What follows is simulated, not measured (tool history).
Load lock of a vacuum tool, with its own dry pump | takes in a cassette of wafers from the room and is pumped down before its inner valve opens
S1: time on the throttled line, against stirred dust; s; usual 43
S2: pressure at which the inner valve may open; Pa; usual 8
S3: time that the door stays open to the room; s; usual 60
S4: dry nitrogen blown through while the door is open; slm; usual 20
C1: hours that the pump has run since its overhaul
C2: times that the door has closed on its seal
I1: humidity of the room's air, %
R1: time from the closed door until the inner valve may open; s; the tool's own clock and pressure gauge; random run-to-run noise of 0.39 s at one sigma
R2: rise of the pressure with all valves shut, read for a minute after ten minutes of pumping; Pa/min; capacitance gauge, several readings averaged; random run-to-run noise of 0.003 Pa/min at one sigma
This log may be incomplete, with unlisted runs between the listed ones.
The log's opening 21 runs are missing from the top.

run    hour  S1  S2   S3  S4    C1     C2    I1    R1     R2
 22  1412.2  43  12   33  20  4982  14787  46.7  55.5  0.040
 23  1451.2  58  16   60   9  5021  14912  45.9  69.2  0.062
 24  1540.4  27  15   60   6  5111  15198  44.1  41.6  0.069
 25  1583.1  57   7  121   7  5153  15335  45.2  69.8  0.086
 26  1637.7  57   7  121   7  5208  15510  46.1  69.1  0.082
 27  1708.8  43  15   60  19  5279  15738  44.4  55.6  0.044
 28  1752.9  24   8  154  20  5323  15879  46.0  39.6  0.061
 29  1826.9  24   8  154  20  5397  16116  41.2  39.9  0.059
 30  1898.7  56   8   60  20  5469  16347  46.5  68.4  0.045
 31  1967.8  81   8   88   8  5538  16568  42.3  91.0  0.064
 32  2030.2  81  11   88   8  5600  16768  43.0  89.6  0.067
 33  2082.7  81  11   88   6  5653  16936  44.1  90.3  0.075
 34  2160.7  81  11   88   6  5731  17186  47.6  90.3  0.074

Each row is a separate what-if for the run after 34, all from the same tool condition, not one after another. Results?
  A  2208.3  43   9   60   5  5778  17339  45.3   ?   ?
  B  2208.3  43   8  232  20  5778  17339  43.5   ?   ?
  C  2208.3  43   8  207  12  5778  17339  41.4   ?   ?

run    R1     R2
  A  56.4  0.067
  B  57.0  0.061
  C  56.7  0.076
Had the tool no hidden state, the same runs would have come out as:
run    R1     R2
  A  56.4  0.067
  B  57.0  0.061
  C  56.7  0.076

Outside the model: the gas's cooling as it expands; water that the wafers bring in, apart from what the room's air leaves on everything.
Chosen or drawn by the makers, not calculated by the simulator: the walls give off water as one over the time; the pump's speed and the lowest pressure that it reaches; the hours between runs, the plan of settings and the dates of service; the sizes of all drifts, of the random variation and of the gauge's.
